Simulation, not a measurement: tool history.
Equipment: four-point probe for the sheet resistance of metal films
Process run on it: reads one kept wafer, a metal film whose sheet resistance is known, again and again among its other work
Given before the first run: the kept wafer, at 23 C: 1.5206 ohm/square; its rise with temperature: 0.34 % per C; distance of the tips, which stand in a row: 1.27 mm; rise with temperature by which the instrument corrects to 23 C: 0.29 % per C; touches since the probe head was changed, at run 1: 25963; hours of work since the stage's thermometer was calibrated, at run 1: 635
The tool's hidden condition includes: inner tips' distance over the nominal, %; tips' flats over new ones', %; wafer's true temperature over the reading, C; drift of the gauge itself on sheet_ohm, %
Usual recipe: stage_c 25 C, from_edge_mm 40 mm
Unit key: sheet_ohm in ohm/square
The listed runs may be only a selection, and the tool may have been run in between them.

run     day  stage_c  from_edge_mm  touches since the probe head was changed  hours of work since the stage's thermometer was calibrated  sheet_ohm
  1       0       25            40                                     25963                                                         635   1.522999
  2   0.392       21            40                                     26456                                                         642   1.520274
  3   0.783       25            40                                     26946                                                         648   1.523175
  4   1.588       31            40                                     27952                                                         661    1.52806
  5   2.079       28            40                                     28571                                                         669   1.526145
  6   2.879       28            40                                     29572                                                         682   1.525656
  7   3.629       28            40                                     30515                                                         695   1.526019
  8   4.108       28            40                                     31116                                                         703   1.525336
  9     4.9       28            40                                     32109                                                         716   1.526538
 10   5.479       28            40                                     32836                                                         725   1.525904
 11   5.958       28            40                                     33435                                                         733   1.526353
 12   6.479       25            40                                     34091                                                         742   1.524184
 13   7.367       25            40                                     35204                                                         756   1.524059
 14   8.083       25            40                                     36100                                                         768   1.524371
 15   8.521       25            40                                     36646                                                         775   1.524136
 16   8.954       25            40                                     37190                                                         782   1.524275
 17     9.4       25            40                                     37754                                                         790   1.523801
 18   9.804       25            40                                     38258                                                         796   1.524572
 19  10.567       25            40                                     39212                                                         809   1.523814
 20  11.317       26            40                                     40154                                                         821     1.5252
 21  12.112       25            40                                     41153                                                         834   1.524149
 22  12.883       21            40                                     42119                                                         847   1.521349
 23    13.3       24            40                                     42641                                                         854   1.523386
 24  14.042       25            29                                     43574                                                         866   1.525692
 25  14.579       25            29                                     44246                                                         875   1.524917
 26  15.108       25            16                                     44909                                                         883   1.528935
 27  15.804       26            11                                     45784                                                         895   1.535199
 28  16.388       26            11                                     46514                                                         904   1.535374
 29  16.821       26            11                                     47056                                                         911   1.535416
 30  17.592       26            11                                     48023                                                         924   1.535159
 31  18.171       27            22                                     48749                                                         934   1.527956
 32  18.738       26            70                                     49459                                                         943   1.525352
 33  19.379       26            70                                     50264                                                         953   1.525174
 34  20.117       30            60                                     51189                                                         966   1.528483
 35  20.925       30            60                                     52205                                                         979   1.528358
 36  21.717       30            60                                     53199                                                         992   1.528583
 37  22.108       30             3                                     53690                                                         998   1.661466
 38  22.979       30             3                                     54780                                                        1013   1.661437
 39  23.892       30             3                                     55925                                                        1028   1.661167
 40  24.596       30             3                                     56809                                                        1039   1.661819
 41  24.967       33            22                                     57272                                                        1045   1.533175
 42  25.875       33            22                                     58412                                                        1060   1.532845
 43  26.496       21             6                                     59188                                                        1070   1.557943
 44  27.358       32            33                                     60274                                                        1085   1.530466

Table of differences, measured result less the result of that run with no hidden state. Run-to-run variation is the same in both. Gauge scatter possibly is not:
run  sheet_ohm
  1  +0.000413
  2   +0.00045
  3  +0.000482
  4  +0.000549
  5  +0.000591
  6  +0.000656
  7  +0.000719
  8  +0.000757
  9   +0.00082
 10  +0.000871
 11  +0.000912
 12   +0.00096
 13  +0.001033
 14  +0.001089
 15  +0.001127
 16  +0.001161
 17  +0.001197
 18   +0.00123
 19  +0.001295
 20  +0.001356
 21  +0.001427
 22  +0.001492
 23  +0.001524
 24  +0.001587
 25  +0.001628
 26  +0.001679
 27  +0.001743
 28  +0.001797
 29  +0.001831
 30  +0.001892
 31  +0.001929
 32  +0.001976
 33   +0.00203
 34  +0.002082
 35  +0.002152
 36   +0.00222
 37  +0.002437
 38  +0.002521
 39  +0.002608
 40  +0.002676
 41  +0.002508
 42  +0.002584
 43  +0.002703
 44  +0.002705
